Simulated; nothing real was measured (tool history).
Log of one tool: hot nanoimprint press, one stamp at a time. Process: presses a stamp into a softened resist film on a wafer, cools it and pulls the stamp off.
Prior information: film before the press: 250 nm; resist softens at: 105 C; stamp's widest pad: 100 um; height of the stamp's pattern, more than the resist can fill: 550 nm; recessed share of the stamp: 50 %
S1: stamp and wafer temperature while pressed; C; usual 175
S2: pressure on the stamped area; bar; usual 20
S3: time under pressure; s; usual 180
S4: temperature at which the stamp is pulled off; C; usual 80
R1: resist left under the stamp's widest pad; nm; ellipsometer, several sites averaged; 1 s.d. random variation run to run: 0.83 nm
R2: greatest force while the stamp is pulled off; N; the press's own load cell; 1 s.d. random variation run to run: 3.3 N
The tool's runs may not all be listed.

run,hour,S1,S2,S3,S4,R1,R2
1,0.0,175,20,180,80,111.8,150
2,15.9,175,20,180,80,112.4,162
# hour 31.6: stamp cleaned and given a new release coat
3,38.9,175,20,180,80,110.5,157
4,51.3,175,20,180,80,112.0,161
5,70.3,175,20,300,80,90.5,156
6,90.4,175,20,180,72,112.2,174

Forecast run 7:
7,120.4,172,20,180,72,?,?

Run 7 measured R1 127.2 nm, R2 178 N.
The same run, on a tool lacking any hidden state, would have yielded R1 127.2 nm, R2 178 N.
